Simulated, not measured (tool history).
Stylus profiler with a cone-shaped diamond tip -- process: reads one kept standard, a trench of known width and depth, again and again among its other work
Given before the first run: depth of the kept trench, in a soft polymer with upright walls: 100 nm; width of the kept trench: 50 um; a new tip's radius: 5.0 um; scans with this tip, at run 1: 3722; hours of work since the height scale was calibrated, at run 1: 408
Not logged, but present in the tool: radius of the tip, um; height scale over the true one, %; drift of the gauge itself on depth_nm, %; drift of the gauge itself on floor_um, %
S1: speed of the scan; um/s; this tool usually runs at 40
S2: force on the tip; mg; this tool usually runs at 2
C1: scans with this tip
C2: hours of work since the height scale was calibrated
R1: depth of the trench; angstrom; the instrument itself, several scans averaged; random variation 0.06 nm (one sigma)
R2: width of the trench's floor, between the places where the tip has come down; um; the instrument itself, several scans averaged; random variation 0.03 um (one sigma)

run,hour,S1,S2,C1,C2,R1,R2
1,0,40,2,3722,408,1013.4,47.4
2,38.5,40,2,3963,434,1014.4,47.42
3,62.8,40,2,4114,451,1013.6,47.32
4,91.7,40,2,4295,470,1014.1,47.35
5,129.3,40,2,4530,496,1014.1,47.29
6,151,40,2,4666,511,1012.9,47.3
7,184.4,40,2,4874,534,1014.3,47.25
8,221.8,18,2,5108,559,1015.2,47.31
9,242,18,2,5235,573,1014.5,47.31
10,269.8,18,2,5408,592,1014.7,47.31
11,306.4,115,1.22,5637,617,1011.7,46.69
12,329.3,17,0.85,5780,633,1009.2,47.19
13,352.3,10,1.75,5924,649,1013.2,47.28
14,382.6,18,3.7,6113,670,1020.4,47.27
15,424.2,37,1.82,6373,698,1014.5,47.1

Below are 5 alternative next runs, each starting from the tool's condition after run 15. Predict each:
A,445.8,65,2.74,6508,713,?,?
B,445.8,15,3.36,6508,713,?,?
C,445.8,28,2.89,6508,713,?,?
D,445.8,33,2,6508,713,?,?
E,445.8,40,4.8,6508,713,?,?

run,R1,R2
A,1017.5,47.07
B,1019.3,47.15
C,1017.7,47.13
D,1014.7,47.1
E,1023.9,47.1
With the hidden condition removed and each run's random variation left untouched, the same runs would have given:
run,R1,R2
A,1014.4,47.82
B,1016.2,47.9
C,1014.6,47.89
D,1011.6,47.85
E,1020.8,47.86
